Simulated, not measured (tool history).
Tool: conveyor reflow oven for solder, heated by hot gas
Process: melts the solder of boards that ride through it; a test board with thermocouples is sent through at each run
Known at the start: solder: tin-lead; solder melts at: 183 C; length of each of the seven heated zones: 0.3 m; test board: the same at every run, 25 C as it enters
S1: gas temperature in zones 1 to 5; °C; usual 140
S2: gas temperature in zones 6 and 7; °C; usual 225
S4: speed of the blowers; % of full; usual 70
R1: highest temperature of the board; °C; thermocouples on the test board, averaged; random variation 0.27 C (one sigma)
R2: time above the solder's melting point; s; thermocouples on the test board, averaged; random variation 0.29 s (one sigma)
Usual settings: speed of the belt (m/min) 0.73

Run 1, hour 0: usual settings. Result: R1 208.7 °C, R2 32 s.
Run 2, hour 45.6: usual settings. Result: R1 208.8 °C, R2 32.3 s.
Run 3, hour 76.3: usual settings. Result: R1 208.4 °C, R2 32.3 s.
Run 4, hour 130.3: usual settings. Result: R1 208.8 °C, R2 32.2 s.
Run 5, hour 160.6: usual settings. Result: R1 208.6 °C, R2 32.2 s.
Run 6, hour 194.2: usual settings but speed of the belt (m/min) 0.72. Result: R1 208.6 °C, R2 32.8 s.
Run 7, hour 224.4: usual settings but speed of the belt (m/min) 0.72. Result: R1 209 °C, R2 33.3 s.
Run 8, hour 268.1: usual settings but speed of the belt (m/min) 0.72. Result: R1 208.4 °C, R2 32.5 s.
Run 9, hour 327.6: usual settings but speed of the belt (m/min) 0.72. Result: R1 208.2 °C, R2 32.2 s.
Run 10, hour 361.8: usual settings. Result: R1 207.8 °C, R2 32 s.
At hour 376.3: flux residue cleaned out of gas plates and filters.
Run 11, hour 414.9: usual settings but speed of the belt (m/min) 0.614. Result: R1 213.9 °C, R2 43.8 s.
Run 12, hour 474.1: usual settings but S1 154 °C. Result: R1 211.7 °C, R2 39.3 s.
Run 13, hour 501: usual settings. Result: R1 209.2 °C, R2 33.4 s.
Run 14, hour 532.8: usual settings but S4 64 % of full. Result: R1 207.5 °C, R2 32.1 s.
Run 15, hour 586.2: usual settings but S4 64 % of full. Result: R1 206.7 °C, R2 31.3 s.
Run 16, hour 615.6: usual settings but S1 135 °C, S2 230 °C. Result: R1 212.2 °C, R2 34.1 s.
Run 17, hour 643.5: usual settings but S1 144 °C, S2 228 °C, S4 65 % of full. Result: R1 211.1 °C, R2 34.9 s.
Run 18, hour 689.1: usual settings but S1 144 °C, S2 228 °C, S4 65 % of full. Result: R1 210.3 °C, R2 34.7 s.
Run 19, hour 752.5: usual settings but speed of the belt (m/min) 0.624, S4 80 % of full. Result: R1 215.5 °C, R2 44.8 s.
Run 20, hour 803.8: usual settings but S1 144 °C, S2 215 °C, speed of the belt (m/min) 0.624, S4 80 % of full. Result: R1 206.7 °C, R2 40.6 s.
At hour 821: flux residue cleaned out of gas plates and filters.
Run 21, hour 840: usual settings but S1 130 °C, speed of the belt (m/min) 0.621, S4 69 % of full. Result: R1 212.7 °C, R2 40.3 s.
Run 22, hour 900.7: usual settings but S1 130 °C, speed of the belt (m/min) 0.583, S4 52 % of full. Result: R1 209.7 °C, R2 39.4 s.
Run 23, hour 967.4: usual settings but S1 130 °C, speed of the belt (m/min) 0.583, S4 52 % of full. Result: R1 209.6 °C, R2 39.3 s.
Run 24, hour 1032.3: usual settings but S1 149 °C, speed of the belt (m/min) 0.879, S4 86 % of full. Result: R1 210.2 °C, R2 30 s.
Run 25, hour 1087.6: usual settings but S1 149 °C, speed of the belt (m/min) 0.879, S4 86 % of full. Result: R1 209.5 °C, R2 30 s.
Run 26, hour 1116.1: usual settings but S1 130 °C, speed of the belt (m/min) 0.879, S4 59 % of full. Result: R1 196.1 °C, R2 15.6 s.
Run 27, hour 1182.8: usual settings but S1 147 °C, S4 60 % of full. Result: R1 208.5 °C, R2 34.1 s.
Run 28, hour 1215.9: usual settings but S1 147 °C, S4 60 % of full. Result: R1 207.7 °C, R2 34.1 s.
At hour 1243.2: belt drive overhauled, speed set with a stopwatch.
Run 29, hour 1250.7: usual settings but S1 147 °C, S4 60 % of full. Result: R1 206.6 °C, R2 32.1 s.
At hour 1264.6: thermocouples of zones 6 and 7 changed.
At hour 1272.3: flux residue cleaned out of gas plates and filters.
Run 30, hour 1287.2: usual settings but S1 135 °C, S2 220 °C, speed of the belt (m/min) 0.632, S4 60 % of full. Result: R1 204.4 °C, R2 32.9 s.

5 ways to go on from here, each from the tool as it stands after run 30. What would each give?
Run A, hour 1329.4: usual settings but S1 126 °C, S2 232 °C, speed of the belt (m/min) 0.696. Result: R1 ?, R2 ?.
Run B, hour 1329.4: usual settings but S1 141 °C, S2 220 °C, speed of the belt (m/min) 0.667, S4 60 % of full. Result: R1 ?, R2 ?.
Run C, hour 1329.4: usual settings but S1 141 °C, speed of the belt (m/min) 0.615, S4 62 % of full. Result: R1 ?, R2 ?.
Run D, hour 1329.4: usual settings but S1 147 °C, S2 220 °C, speed of the belt (m/min) 0.632, S4 87 % of full. Result: R1 ?, R2 ?.
Run E, hour 1329.4: usual settings but S1 129 °C, S2 220 °C, speed of the belt (m/min) 0.808, S4 59 % of full. Result: R1 ?, R2 ?.

run     R1    R2
  A  213.1  33.5
  B  204.1  32.6
  C  210.6  41.6
  D  212.3  44.2
  E  194.5  15.4
Without the tool's hidden state the same runs would have given:
run     R1    R2
  A  213.7  33.8
  B  204.6    33
  C  211.1  41.9
  D  212.8  44.4
  E    195  15.9
